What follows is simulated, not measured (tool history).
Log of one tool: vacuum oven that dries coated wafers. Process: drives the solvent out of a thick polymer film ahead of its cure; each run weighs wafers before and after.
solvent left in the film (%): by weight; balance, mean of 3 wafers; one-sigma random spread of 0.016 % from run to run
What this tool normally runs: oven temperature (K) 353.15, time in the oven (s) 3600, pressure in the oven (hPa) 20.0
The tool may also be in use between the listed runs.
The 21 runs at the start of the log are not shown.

run    hour  oven temperature (K)  time in the oven (s)  pressure in the oven (hPa)  hours of work since the thermocouples were calibrated  hours of work since the vacuum gauge was cleaned of residue  solvent left in the film (%)
      725.8  -- oven's thermocouples calibrated, once more
 22   771.8                353.15                  2640                        20.0                                                     37                                                         1544                          2.53
 23   808.1                353.15                  3600                        13.5                                                     66                                                         1573                          1.40
 24   832.9                361.15                  4140                        20.8                                                     85                                                         1592                          0.86
 25   859.5                361.15                  4140                        20.8                                                    107                                                         1614                          0.85
 26   902.3                353.15                  1920                        19.6                                                    141                                                         1648                          3.84
 27   930.4                366.15                  2760                        17.5                                                    163                                                         1670                          0.67
 28   978.5                353.15                  4740                        24.4                                                    202                                                         1709                          1.55
 29  1012.3                345.15                  3600                        20.0                                                    229                                                         1736                          3.97
 30  1038.1                345.15                  3600                        20.0                                                    249                                                         1756                          3.97
 31  1063.0                341.15                  3600                        40.1                                                    269                                                         1776                          6.88
 32  1095.9                341.15                  3600                        40.1                                                    295                                                         1802                          6.91
 33  1121.8                360.15                  4320                        24.3                                                    316                                                         1823                          1.04
 34  1150.9                352.15                  1860                        19.1                                                    339                                                         1846                          4.40
 35  1180.5                356.15                  1860                        19.1                                                    363                                                         1870                          3.03

Forecast run 36:
 36  1217.7                354.15                  4560                        27.2                                                    393                                                         1900                             ?

solvent left in the film (%): 1.64
On a tool with no hidden condition, and with the same random variation, this run would have come out at solvent left in the film (%) 1.46.
